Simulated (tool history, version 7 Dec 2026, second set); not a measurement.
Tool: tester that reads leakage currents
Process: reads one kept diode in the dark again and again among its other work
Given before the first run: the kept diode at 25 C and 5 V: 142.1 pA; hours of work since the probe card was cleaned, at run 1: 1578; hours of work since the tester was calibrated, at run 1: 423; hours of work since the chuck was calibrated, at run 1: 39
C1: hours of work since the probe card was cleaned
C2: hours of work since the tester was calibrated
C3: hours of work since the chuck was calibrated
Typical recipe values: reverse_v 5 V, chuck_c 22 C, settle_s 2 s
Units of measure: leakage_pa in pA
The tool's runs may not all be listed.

run 1 hour=0 | reverse_v=5 chuck_c=22 settle_s=2 | C1=1578 C2=423 C3=39 | leakage_pa=107.71
run 2 hour=44.4 | reverse_v=5 chuck_c=22 settle_s=2 | C1=1598 C2=443 C3=59 | leakage_pa=107.29
run 3 hour=71.8 | reverse_v=5 chuck_c=22 settle_s=0.46 | C1=1611 C2=455 C3=71 | leakage_pa=108.52
run 4 hour=111 | reverse_v=5 chuck_c=22 settle_s=0.46 | C1=1628 C2=472 C3=88 | leakage_pa=108.57
run 5 hour=166.9 | reverse_v=5 chuck_c=22 settle_s=0.46 | C1=1653 C2=497 C3=114 | leakage_pa=108.36
run 6 hour=212.5 | reverse_v=5 chuck_c=22 settle_s=0.46 | C1=1674 C2=518 C3=134 | leakage_pa=107.88
run 7 hour=239.6 | reverse_v=4.87 chuck_c=22 settle_s=2 | C1=1686 C2=530 C3=146 | leakage_pa=106.21
run 8 hour=268.3 | reverse_v=4.87 chuck_c=22 settle_s=0.44 | C1=1699 C2=543 C3=159 | leakage_pa=106.58
run 9 hour=300.2 | reverse_v=4.87 chuck_c=22 settle_s=0.44 | C1=1713 C2=557 C3=173 | leakage_pa=107.42
run 10 hour=340.9 | reverse_v=5 chuck_c=22 settle_s=1.28 | C1=1731 C2=576 C3=192 | leakage_pa=107.04
run 11 hour=366.6 | reverse_v=2.78 chuck_c=22 settle_s=2 | C1=1743 C2=587 C3=203 | leakage_pa=88.56
run 12 hour=410.3 | reverse_v=2.78 chuck_c=22 settle_s=2 | C1=1762 C2=607 C3=223 | leakage_pa=88.89
run 13 hour=438.2 | reverse_v=2.57 chuck_c=22 settle_s=2 | C1=1775 C2=619 C3=235 | leakage_pa=85.96
run 14 hour=473.5 | reverse_v=2.57 chuck_c=22 settle_s=2 | C1=1791 C2=635 C3=251 | leakage_pa=86.16
run 15 hour=524.5 | reverse_v=2.57 chuck_c=22 settle_s=2 | C1=1814 C2=658 C3=274 | leakage_pa=85.78
run 16 hour=575.9 | reverse_v=2.57 chuck_c=22 settle_s=9.77 | C1=1837 C2=681 C3=297 | leakage_pa=85.26
-- hour=584.4 probe card cleaned and baked
run 17 hour=612.3 | reverse_v=2.57 chuck_c=22 settle_s=9.77 | C1=13 C2=696 C3=312 | leakage_pa=85.66
run 18 hour=647.5 | reverse_v=2.57 chuck_c=22 settle_s=9.77 | C1=28 C2=712 C3=328 | leakage_pa=85.48
run 19 hour=672.4 | reverse_v=5.41 chuck_c=22 settle_s=0.56 | C1=39 C2=723 C3=339 | leakage_pa=110.01
run 20 hour=723.2 | reverse_v=5.41 chuck_c=22 settle_s=0.56 | C1=62 C2=746 C3=362 | leakage_pa=110.07
run 21 hour=774.3 | reverse_v=16.04 chuck_c=48 settle_s=0.53 | C1=85 C2=769 C3=385 | leakage_pa=1562.3
run 22 hour=807.2 | reverse_v=18.79 chuck_c=31 settle_s=3.21 | C1=100 C2=783 C3=399 | leakage_pa=379.7
-- hour=853.9 probe card cleaned and baked, once more
run 23 hour=854.1 | reverse_v=18.79 chuck_c=31 settle_s=3.21 | C1=0 C2=803 C3=419 | leakage_pa=369.6
run 24 hour=901 | reverse_v=18.79 chuck_c=31 settle_s=3.21 | C1=21 C2=824 C3=440 | leakage_pa=368.29
run 25 hour=931.8 | reverse_v=8.72 chuck_c=45 settle_s=2.89 | C1=35 C2=838 C3=454 | leakage_pa=995.79
run 26 hour=967.4 | reverse_v=8.72 chuck_c=45 settle_s=2.89 | C1=51 C2=854 C3=470 | leakage_pa=999.72
run 27 hour=1025.5 | reverse_v=8.72 chuck_c=45 settle_s=2.89 | C1=77 C2=880 C3=496 | leakage_pa=999.08
run 28 hour=1058.4 | reverse_v=3.41 chuck_c=22 settle_s=2 | C1=92 C2=895 C3=511 | leakage_pa=91.38
run 29 hour=1117.4 | reverse_v=9.94 chuck_c=41 settle_s=2 | C1=118 C2=921 C3=537 | leakage_pa=735.24
run 30 hour=1145.9 | reverse_v=12.26 chuck_c=41 settle_s=2 | C1=131 C2=934 C3=550 | leakage_pa=786.09
run 31 hour=1175.7 | reverse_v=2.24 chuck_c=41 settle_s=2 | C1=144 C2=947 C3=563 | leakage_pa=464.42
run 32 hour=1206.9 | reverse_v=2.24 chuck_c=41 settle_s=2 | C1=158 C2=961 C3=577 | leakage_pa=461.37
run 33 hour=1239.9 | reverse_v=6.85 chuck_c=52 settle_s=2 | C1=173 C2=976 C3=592 | leakage_pa=1637.26
run 34 hour=1280.5 | reverse_v=5 chuck_c=41 settle_s=3.73 | C1=191 C2=994 C3=610 | leakage_pa=590.78
run 35 hour=1304.9 | reverse_v=15.11 chuck_c=49 settle_s=6.74 | C1=202 C2=1005 C3=621 | leakage_pa=1643.63

Branching from run 35: 3 alternative next runs. What would each branch give?
run A hour=1349.9 | reverse_v=15.11 chuck_c=33 settle_s=6.74 | C1=222 C2=1025 C3=641 | leakage_pa=?
run B hour=1349.9 | reverse_v=4.06 chuck_c=47 settle_s=5.03 | C1=222 C2=1025 C3=641 | leakage_pa=?
run C hour=1349.9 | reverse_v=15.11 chuck_c=49 settle_s=0.56 | C1=222 C2=1025 C3=641 | leakage_pa=?

run=A leakage_pa=409.23
run=B leakage_pa=918.66
run=C leakage_pa=1635.2
With the hidden condition removed and each run's random variation left untouched, the same runs would have given:
run=A leakage_pa=424.04
run=B leakage_pa=950.6
run=C leakage_pa=1690.92
